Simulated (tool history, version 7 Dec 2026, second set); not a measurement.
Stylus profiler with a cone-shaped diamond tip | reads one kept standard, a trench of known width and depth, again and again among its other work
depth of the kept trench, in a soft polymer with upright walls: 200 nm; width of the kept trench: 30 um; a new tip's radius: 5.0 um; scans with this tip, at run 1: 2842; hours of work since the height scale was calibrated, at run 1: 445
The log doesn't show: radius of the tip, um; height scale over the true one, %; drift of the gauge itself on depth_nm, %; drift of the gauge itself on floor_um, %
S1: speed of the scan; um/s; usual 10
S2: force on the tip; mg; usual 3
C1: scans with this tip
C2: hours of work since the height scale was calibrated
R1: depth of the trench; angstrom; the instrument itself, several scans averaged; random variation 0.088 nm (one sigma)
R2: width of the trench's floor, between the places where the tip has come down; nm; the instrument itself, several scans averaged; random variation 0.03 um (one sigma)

run,day,S1,S2,C1,C2,R1,R2
1,0,10,3,2842,445,2019.4,27030
2,1.071,10,3,2973,466,2018.5,27030
3,3.171,10,3,3229,506,2020.2,27040
4,5.317,10,3,3490,547,2019.1,26980
5,7.296,10,3,3731,584,2018.6,26970
6,8.425,10,3,3868,606,2020.8,26990
7,10.112,10,3,4074,638,2019.1,27000
8,12.429,10,3,4356,682,2018.5,27000
9,14.662,10,3,4628,725,2019.8,26930
10,16.475,10,3,4849,760,2017,26940
11,17.467,15,3,4969,778,2018.5,26940
12,18.454,10,2.21,5090,797,2014.9,26930
13,20.379,10,2.21,5325,834,2012.8,26840
14,21.588,10,2.21,5472,857,2014.3,26890

The next listed run, before its measurement:
15,22.754,10,7.42,5613,879,?,?

{"run 15": {"R1": 2035.4, "R2": 26900}}
Without the tool's hidden state the same run would have given R1 2040.2 angstrom, R2 27170 nm.

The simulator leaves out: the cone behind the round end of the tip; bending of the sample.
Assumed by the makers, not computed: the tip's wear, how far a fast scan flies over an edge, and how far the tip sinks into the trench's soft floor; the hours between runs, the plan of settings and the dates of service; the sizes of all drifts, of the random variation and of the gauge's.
